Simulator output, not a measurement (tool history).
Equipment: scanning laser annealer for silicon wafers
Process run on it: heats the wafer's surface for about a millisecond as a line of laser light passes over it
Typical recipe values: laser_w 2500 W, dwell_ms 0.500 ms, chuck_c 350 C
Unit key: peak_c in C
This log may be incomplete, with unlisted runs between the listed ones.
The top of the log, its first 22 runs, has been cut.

run,hour,laser_w,dwell_ms,chuck_c,hours of work since the window was cleaned,hours of work since the power meter was calibrated,hours of work since the optics were aligned,peak_c
23,407.9,2582,0.500,334,156,237,118,1069
24,427.5,2532,0.580,317,167,248,130,1106
25,444.4,2268,0.359,310,177,258,140,851
26,462.6,2539,0.579,361,188,269,150,1149
27,484.7,2697,0.511,340,201,282,163,1117
28,499.5,2158,0.440,350,209,291,172,926
29,522.6,2267,0.440,359,223,304,185,965
30,547.7,2267,0.440,359,238,319,200,960
31,564.8,2267,0.440,359,248,329,210,964
32,584.5,2550,0.500,361,259,340,222,1087
33,602.2,2315,0.500,368,269,351,232,1029
34,620.2,2315,0.500,368,280,361,242,1031
35,633.2,2315,0.519,361,287,369,250,1039
36,655.7,2500,0.500,350,301,382,263,1065
37,669.7,2234,0.387,350,309,390,271,903
38,685.6,2527,0.402,375,318,399,281,1010
39,710.1,2375,0.561,375,332,414,295,1098
40,728.3,2375,0.561,375,343,424,306,1100

Consider 4 possible next runs. They are alternatives, not a sequence: every one starts from the tool as it was left by run 40. What does each give?
A,750.7,2500,0.470,352,356,437,319,?
B,750.7,2156,0.493,348,356,437,319,?
C,750.7,2508,0.410,339,356,437,319,?
D,750.7,2500,0.399,350,356,437,319,?

run,peak_c
A,1039
B,958
C,976
D,976
The same runs, with their run-to-run variation unchanged, on a tool lacking any hidden condition would have given:
run,peak_c
A,1039
B,958
C,976
D,976
